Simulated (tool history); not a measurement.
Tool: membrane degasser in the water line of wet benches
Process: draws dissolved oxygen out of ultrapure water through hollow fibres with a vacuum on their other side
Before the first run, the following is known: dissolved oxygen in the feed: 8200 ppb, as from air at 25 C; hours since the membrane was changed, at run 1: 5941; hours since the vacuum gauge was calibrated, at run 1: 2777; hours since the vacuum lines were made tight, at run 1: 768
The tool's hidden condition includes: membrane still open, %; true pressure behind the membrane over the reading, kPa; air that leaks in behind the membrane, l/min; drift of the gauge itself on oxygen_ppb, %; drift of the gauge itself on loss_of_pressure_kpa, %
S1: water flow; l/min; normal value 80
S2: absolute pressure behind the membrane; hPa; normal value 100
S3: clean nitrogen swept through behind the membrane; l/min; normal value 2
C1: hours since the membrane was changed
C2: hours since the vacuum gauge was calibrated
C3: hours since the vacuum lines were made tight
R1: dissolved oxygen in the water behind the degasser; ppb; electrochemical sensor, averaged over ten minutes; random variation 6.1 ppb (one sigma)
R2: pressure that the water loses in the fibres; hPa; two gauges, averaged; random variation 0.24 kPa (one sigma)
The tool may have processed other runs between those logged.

run,hour,S1,S2,S3,C1,C2,C3,R1,R2
1,0,80,100,2,5941,2777,768,626.5,651
2,103.4,80,135,2,6044,2880,872,872.4,651.1
3,225.8,80,135,1.43,6167,3003,994,1080.9,652.5
4,380.1,80,135,1.43,6321,3157,1148,1070.6,649.7
5,464.3,80,135,1.43,6405,3241,1233,1089.6,646.9
6,621.8,80,135,1.43,6562,3399,1390,1083.5,654.9
7,728.8,80,100,2,6670,3506,1497,651.3,656.2
8,797.8,66,100,2,6739,3575,1566,531,543.2
9,869.1,66,100,2.06,6810,3646,1637,525.8,536.3
10,950.3,66,100,2.06,6891,3727,1718,525,540.6
11,1048.3,73,233,4.92,6989,3825,1816,743.4,598.1
12,1138.1,80,104,2,7079,3915,1906,667,657.8
# hour 1148: vacuum gauge calibrated
13,1249,80,146,5.89,7189,101,2017,465.8,656.3
14,1342,80,242,2.51,7282,194,2110,1352.3,659.1
15,1421.6,68,100,3.42,7362,274,2189,401.3,558.4

Expected results for the next run?
# hour 1436.4: vacuum gauge calibrated, once more
16,1499.2,68,86,3.53,7439,63,2266,?,?

{"run 16": {"R1": 320.7, "R2": 559}}
The same run, on a tool lacking any hidden state, would have yielded R1 301.6 ppb, R2 531.5 hPa.
